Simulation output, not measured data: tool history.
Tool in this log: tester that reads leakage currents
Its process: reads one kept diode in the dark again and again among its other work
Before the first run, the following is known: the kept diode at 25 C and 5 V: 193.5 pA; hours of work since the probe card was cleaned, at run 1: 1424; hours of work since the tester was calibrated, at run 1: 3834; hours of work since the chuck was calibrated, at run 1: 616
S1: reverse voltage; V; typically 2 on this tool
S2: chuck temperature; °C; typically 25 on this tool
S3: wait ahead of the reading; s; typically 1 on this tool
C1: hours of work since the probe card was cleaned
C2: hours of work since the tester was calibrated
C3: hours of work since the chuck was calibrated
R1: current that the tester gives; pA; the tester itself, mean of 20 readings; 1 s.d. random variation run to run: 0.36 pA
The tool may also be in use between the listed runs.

run,hour,S1,S2,S3,C1,C2,C3,R1
1,0,2,25,1,1424,3834,616,111.65
2,151.9,1.79,25,1,1497,3908,689,104.44
# hour 348.8: probe card cleaned and baked
3,399.6,2,27,1,25,4026,808,125.48
4,631.5,2,27,1,137,4138,920,123.52
5,796.3,2,25,1,216,4217,999,104.95
# hour 888.4: tester calibrated
6,934,4.76,25,1,282,22,1065,168.37
7,1112.9,4.76,25,1,368,108,1151,167.33
8,1270.2,4.76,25,1,444,184,1227,166.17
9,1411.2,4.76,25,1,512,253,1295,165.19
10,1554.8,4.76,25,1,582,322,1365,165.28
# hour 1725.3: chuck's temperature calibrated
11,1774.3,4.76,25,1,687,427,24,192.05
12,1924.2,4.76,22,1,759,499,96,151.12
13,2149.3,4.76,22,1,868,608,205,148.75
14,2401.8,3.49,47,4.94,990,730,327,797.53
15,2533.7,12.97,38,0.37,1054,794,391,849.14
16,2703.3,12.97,38,0.37,1136,876,472,844.47
17,2829.4,15.72,38,1.3,1196,937,533,933.37
18,2950.6,15.27,48,1,1255,995,592,1849.25
19,3185.6,15.27,48,1,1369,1109,705,1814.74
20,3350.9,3.16,48,1,1448,1189,785,776.42
21,3465.1,6.35,29,6.95,1504,1244,840,280.53

Alternative continuations, all from the tool just after run 21; predict every row:
# hour 3640.2: probe card cleaned and baked
A,3642.4,5.34,20,3.12,1,1328,925,?
# hour 3640.2: probe card cleaned and baked
B,3642.4,15.4,47,0.9,1,1328,925,?
# hour 3640.2: probe card cleaned and baked
C,3642.4,2,58,1,1,1328,925,?
# hour 3640.2: probe card cleaned and baked
D,3642.4,1.17,23,6.95,1,1328,925,?
# hour 3640.2: probe card cleaned and baked
E,3642.4,16.51,24,0.33,1,1328,925,?

run,R1
A,119.2
B,1660.49
C,1162.93
D,67.96
E,310.15
Take away the tool's hidden state, keep each run's random variation, and the runs would have read:
run,R1
A,133.52
B,1828
C,1272.81
D,75.99
E,345.62
